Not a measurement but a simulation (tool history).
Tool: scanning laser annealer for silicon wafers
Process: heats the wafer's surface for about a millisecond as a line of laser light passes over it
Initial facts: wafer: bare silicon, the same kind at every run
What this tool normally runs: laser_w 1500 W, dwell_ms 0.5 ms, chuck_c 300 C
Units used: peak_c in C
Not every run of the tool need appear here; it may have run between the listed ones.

run,hour,laser_w,dwell_ms,chuck_c,peak_c
1,0,1500,0.5,300,993
2,19.1,1500,0.433,300,943
# hour 24.4: window over the wafer cleaned
3,36.3,1500,0.433,300,923
4,52.6,1500,0.433,300,924
5,71.7,1500,0.5,327,997
6,91.1,1500,0.5,327,993
7,111.6,1500,0.359,300,865
8,128.5,1500,0.359,300,862
9,153.2,1500,0.359,300,862
# hour 157.4: window over the wafer cleaned, once more
10,172.6,1500,0.359,300,919
11,187.1,1500,0.359,300,922
12,198.9,1500,0.359,280,899
13,222.2,1500,0.359,280,897
14,240.6,1500,0.359,280,896
15,255.4,1500,0.359,280,897
16,274.1,1595,0.5,300,1081
# hour 299.4: optics aligned, line set to its width
17,299.4,1500,0.409,300,960
18,324.6,1500,0.409,300,959
19,342.9,1500,0.363,300,921
20,366,1500,0.5,300,1030
21,377.1,1347,0.358,297,845
22,398.9,1331,0.391,271,831
23,421.3,1331,0.596,340,1036
24,443.3,1608,0.456,300,1049
25,460.3,1608,0.456,300,1046
26,483.2,1575,0.362,280,925
27,508.6,1575,0.362,280,930
28,532.3,1409,0.5,294,968
29,546.4,1409,0.5,294,968
30,572,1503,0.448,300,983
31,592.4,1335,0.498,300,930
32,603.3,1375,0.5,279,933
33,614.8,1642,0.484,316,1096
34,630.4,1520,0.5,300,1026
35,647.4,1520,0.5,300,1025
36,664.4,1520,0.5,300,1026
37,680.5,1451,0.5,307,995
38,692.2,1500,0.597,300,1076
39,708.8,1296,0.568,328,971
40,729.9,1572,0.5,328,1076

Below are 5 alternative next runs, each starting from the tool's condition after run 40. Predict each:
A,755,1394,0.425,270,?
B,755,1380,0.564,311,?
C,755,1572,0.5,308,?
D,755,1460,0.5,300,?
E,755,1473,0.5,300,?

run,peak_c
A,872
B,997
C,1055
D,988
E,995
Without the tool's hidden state the same runs would have given:
run,peak_c
A,901
B,1029
C,1090
D,1020
E,1027

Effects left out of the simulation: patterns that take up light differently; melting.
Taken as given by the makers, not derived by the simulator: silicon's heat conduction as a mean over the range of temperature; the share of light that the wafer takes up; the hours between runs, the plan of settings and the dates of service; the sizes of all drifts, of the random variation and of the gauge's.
